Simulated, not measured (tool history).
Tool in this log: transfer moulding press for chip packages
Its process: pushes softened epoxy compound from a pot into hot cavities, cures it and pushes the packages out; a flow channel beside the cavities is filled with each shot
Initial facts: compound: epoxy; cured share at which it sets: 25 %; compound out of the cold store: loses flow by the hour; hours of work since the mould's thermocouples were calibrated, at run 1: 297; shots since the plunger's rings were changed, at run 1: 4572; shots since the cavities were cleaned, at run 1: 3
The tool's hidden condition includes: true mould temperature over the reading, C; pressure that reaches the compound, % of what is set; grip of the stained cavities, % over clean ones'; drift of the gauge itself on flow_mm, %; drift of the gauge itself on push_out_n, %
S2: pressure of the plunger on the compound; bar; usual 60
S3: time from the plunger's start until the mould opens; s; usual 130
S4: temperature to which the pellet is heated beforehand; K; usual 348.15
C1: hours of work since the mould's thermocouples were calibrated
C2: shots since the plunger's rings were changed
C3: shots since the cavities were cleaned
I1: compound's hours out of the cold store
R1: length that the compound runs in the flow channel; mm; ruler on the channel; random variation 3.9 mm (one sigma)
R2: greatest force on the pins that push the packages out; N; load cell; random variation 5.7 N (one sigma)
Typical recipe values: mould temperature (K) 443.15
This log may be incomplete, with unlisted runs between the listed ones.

Run 1, hour 0: usual settings; C1 297; C2 4572; C3 3; I1 28.5. Result: R1 759 mm, R2 211 N.
Run 2, hour 4.9: usual settings; C1 300; C2 4622; C3 53; I1 22. Result: R1 767 mm, R2 225 N.
Run 3, hour 10.5: usual settings; C1 304; C2 4677; C3 108; I1 13.9. Result: R1 784 mm, R2 224 N.
At hour 23.3: plunger's sealing rings changed.
Run 4, hour 23.8: usual settings; C1 312; C2 6; C3 217; I1 29.6. Result: R1 807 mm, R2 262 N.
Run 5, hour 32.1: usual settings but S4 350.15 K; C1 318; C2 89; C3 300; I1 11.6. Result: R1 859 mm, R2 264 N.
Run 6, hour 40: usual settings but S2 49.3 bar; C1 323; C2 168; C3 379; I1 11.6. Result: R1 775 mm, R2 277 N.
Run 7, hour 45.8: usual settings; C1 327; C2 226; C3 437; I1 44.6. Result: R1 768 mm, R2 277 N.
Run 8, hour 57.1: usual settings but S2 72.7 bar; C1 335; C2 339; C3 550; I1 41.9. Result: R1 850 mm, R2 291 N.
Run 9, hour 62.2: usual settings but S2 72.7 bar; C1 339; C2 391; C3 602; I1 35.6. Result: R1 863 mm, R2 300 N.
At hour 67.4: cavities cleaned with cleaning compound and waxed.
Run 10, hour 69.6: usual settings but S4 344.15 K; C1 343; C2 449; C3 22; I1 9.3. Result: R1 847 mm, R2 209 N.
Run 11, hour 74.2: usual settings but S4 344.15 K; C1 346; C2 496; C3 69; I1 46.6. Result: R1 767 mm, R2 222 N.
Run 12, hour 80.3: usual settings but S3 117 s; C1 350; C2 557; C3 130; I1 30.9. Result: R1 799 mm, R2 262 N.
Run 13, hour 87.6: usual settings; C1 355; C2 630; C3 203; I1 18.3. Result: R1 827 mm, R2 248 N.
At hour 92.8: mould's thermocouples calibrated.
Run 14, hour 99.4: usual settings but S4 346.15 K; C1 5; C2 728; C3 301; I1 24.1. Result: R1 815 mm, R2 268 N.
Run 15, hour 107.6: usual settings; C1 10; C2 810; C3 383; I1 29.9. Result: R1 797 mm, R2 289 N.
Run 16, hour 113: usual settings; C1 14; C2 864; C3 437; I1 33.3. Result: R1 786 mm, R2 288 N.
Run 17, hour 118.1: usual settings but mould temperature (K) 444.15, S2 45.1 bar, S3 147 s, S4 341.15 K; C1 18; C2 915; C3 488; I1 23.1. Result: R1 702 mm, R2 279 N.
Run 18, hour 124.3: usual settings but mould temperature (K) 446.15, S2 45.1 bar, S3 134 s, S4 341.15 K; C1 22; C2 978; C3 551; I1 26.8. Result: R1 680 mm, R2 287 N.
Run 19, hour 132: usual settings but S3 123 s; C1 27; C2 1055; C3 628; I1 33.4. Result: R1 783 mm, R2 313 N.
At hour 135.1: cavities cleaned with cleaning compound and waxed.
Run 20, hour 142.6: usual settings but S3 123 s; C1 34; C2 1146; C3 76; I1 17.9. Result: R1 823 mm, R2 240 N.
Run 21, hour 150.2: usual settings but S2 66.6 bar; C1 39; C2 1223; C3 153; I1 39.7. Result: R1 809 mm, R2 244 N.
Run 22, hour 156.2: usual settings but mould temperature (K) 448.15, S2 51 bar; C1 43; C2 1282; C3 212; I1 36.7. Result: R1 700 mm, R2 231 N.
Run 23, hour 163.5: usual settings but mould temperature (K) 437.15, S2 49.8 bar, S3 120 s, S4 351.15 K; C1 48; C2 1355; C3 285; I1 21.9. Result: R1 767 mm, R2 410 N.
Run 24, hour 169.1: usual settings but mould temperature (K) 437.15, S2 49.8 bar, S3 120 s, S4 351.15 K; C1 52; C2 1411; C3 341; I1 20. Result: R1 765 mm, R2 426 N.
Run 25, hour 177.6: usual settings but mould temperature (K) 448.15, S3 165 s; C1 58; C2 1496; C3 426; I1 28.2. Result: R1 776 mm, R2 264 N.
Run 26, hour 187.7: usual settings but mould temperature (K) 446.15; C1 65; C2 1598; C3 528; I1 35.3. Result: R1 771 mm, R2 266 N.
Run 27, hour 197.9: usual settings but mould temperature (K) 446.15, S2 73.1 bar, S4 355.15 K; C1 72; C2 1700; C3 630; I1 29.3. Result: R1 860 mm, R2 275 N.
At hour 200.4: cavities cleaned with cleaning compound and waxed.
Run 28, hour 204.6: usual settings but mould temperature (K) 445.15, S4 353.15 K; C1 76; C2 1752; C3 42; I1 18.2. Result: R1 811 mm, R2 208 N.
Run 29, hour 212.2: usual settings but mould temperature (K) 445.15, S4 353.15 K; C1 81; C2 1828; C3 118; I1 38.4. Result: R1 758 mm, R2 226 N.

Consider 4 possible next runs. They are alternatives, not a sequence: every one starts from the tool as it was left by run 29. What does each give?
Run A, hour 221.8: usual settings but mould temperature (K) 435.15, S2 46 bar, S4 354.15 K; C1 88; C2 1925; C3 215; I1 24.7. Result: R1 ?, R2 ?.
Run B, hour 221.8: usual settings but S2 66.1 bar, S4 356.15 K; C1 88; C2 1925; C3 215; I1 46.6. Result: R1 ?, R2 ?.
Run C, hour 221.8: usual settings but mould temperature (K) 446.15, S2 53.7 bar, S3 119 s; C1 88; C2 1925; C3 215; I1 11.4. Result: R1 ?, R2 ?.
Run D, hour 221.8: usual settings but S3 115 s; C1 88; C2 1925; C3 215; I1 23.4. Result: R1 ?, R2 ?.

run   R1   R2
  A  727  410
  B  783  257
  C  775  259
  D  803  298
Had the tool no hidden state, the same runs would have come out as:
run   R1   R2
  A  749  323
  B  806  202
  C  798  202
  D  827  234

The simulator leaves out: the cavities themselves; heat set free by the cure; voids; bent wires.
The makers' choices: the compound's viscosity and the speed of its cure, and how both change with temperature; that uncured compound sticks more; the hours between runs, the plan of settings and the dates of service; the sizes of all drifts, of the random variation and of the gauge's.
